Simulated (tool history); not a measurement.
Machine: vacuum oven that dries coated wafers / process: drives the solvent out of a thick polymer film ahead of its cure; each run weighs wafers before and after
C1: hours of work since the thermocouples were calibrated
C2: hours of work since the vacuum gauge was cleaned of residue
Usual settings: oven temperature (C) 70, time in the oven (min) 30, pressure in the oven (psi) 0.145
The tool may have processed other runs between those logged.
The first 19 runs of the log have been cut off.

run 20 hour=496.8 | oven_temperature_(C)=82 time_in_the_oven_(min)=26 pressure_in_the_oven_(psi)=0.145 | C1=659 C2=487 | solvent_left_in_the_film_(%)=1.91
run 21 hour=514.7 | oven_temperature_(C)=56 time_in_the_oven_(min)=30 pressure_in_the_oven_(psi)=0.254 | C1=670 C2=498 | solvent_left_in_the_film_(%)=8.05
run 22 hour=530.5 | oven_temperature_(C)=69 time_in_the_oven_(min)=51 pressure_in_the_oven_(psi)=0.152 | C1=679 C2=508 | solvent_left_in_the_film_(%)=1.88
run 23 hour=558.1 | oven_temperature_(C)=58 time_in_the_oven_(min)=51 pressure_in_the_oven_(psi)=0.152 | C1=696 C2=524 | solvent_left_in_the_film_(%)=4.38
run 24 hour=593.4 | oven_temperature_(C)=84 time_in_the_oven_(min)=19 pressure_in_the_oven_(psi)=0.073 | C1=717 C2=546 | solvent_left_in_the_film_(%)=2.69
run 25 hour=621.8 | oven_temperature_(C)=84 time_in_the_oven_(min)=19 pressure_in_the_oven_(psi)=0.073 | C1=734 C2=563 | solvent_left_in_the_film_(%)=2.73
run 26 hour=647.0 | oven_temperature_(C)=70 time_in_the_oven_(min)=27 pressure_in_the_oven_(psi)=0.145 | C1=749 C2=578 | solvent_left_in_the_film_(%)=4.35
run 27 hour=668.1 | oven_temperature_(C)=70 time_in_the_oven_(min)=47 pressure_in_the_oven_(psi)=0.183 | C1=762 C2=590 | solvent_left_in_the_film_(%)=2.08
run 28 hour=695.8 | oven_temperature_(C)=70 time_in_the_oven_(min)=30 pressure_in_the_oven_(psi)=0.158 | C1=779 C2=607 | solvent_left_in_the_film_(%)=3.89
run 29 hour=729.5 | oven_temperature_(C)=70 time_in_the_oven_(min)=30 pressure_in_the_oven_(psi)=0.158 | C1=799 C2=627 | solvent_left_in_the_film_(%)=3.95
run 30 hour=748.9 | oven_temperature_(C)=59 time_in_the_oven_(min)=30 pressure_in_the_oven_(psi)=0.084 | C1=811 C2=639 | solvent_left_in_the_film_(%)=6.63

4 options for the next run, each taken on its own from the tool as it stands now. Forecast them:
run A hour=766.1 | oven_temperature_(C)=58 time_in_the_oven_(min)=30 pressure_in_the_oven_(psi)=0.131 | C1=821 C2=649 | solvent_left_in_the_film_(%)=?
run B hour=766.1 | oven_temperature_(C)=81 time_in_the_oven_(min)=47 pressure_in_the_oven_(psi)=0.379 | C1=821 C2=649 | solvent_left_in_the_film_(%)=?
run C hour=766.1 | oven_temperature_(C)=70 time_in_the_oven_(min)=28 pressure_in_the_oven_(psi)=0.094 | C1=821 C2=649 | solvent_left_in_the_film_(%)=?
run D hour=766.1 | oven_temperature_(C)=59 time_in_the_oven_(min)=30 pressure_in_the_oven_(psi)=0.178 | C1=821 C2=649 | solvent_left_in_the_film_(%)=?

run=A solvent_left_in_the_film_(%)=7.09
run=B solvent_left_in_the_film_(%)=0.98
run=C solvent_left_in_the_film_(%)=4.15
run=D solvent_left_in_the_film_(%)=7.00
With the hidden condition removed and each run's random variation left untouched, the same runs would have given:
run=A solvent_left_in_the_film_(%)=6.68
run=B solvent_left_in_the_film_(%)=0.85
run=C solvent_left_in_the_film_(%)=3.78
run=D solvent_left_in_the_film_(%)=6.58

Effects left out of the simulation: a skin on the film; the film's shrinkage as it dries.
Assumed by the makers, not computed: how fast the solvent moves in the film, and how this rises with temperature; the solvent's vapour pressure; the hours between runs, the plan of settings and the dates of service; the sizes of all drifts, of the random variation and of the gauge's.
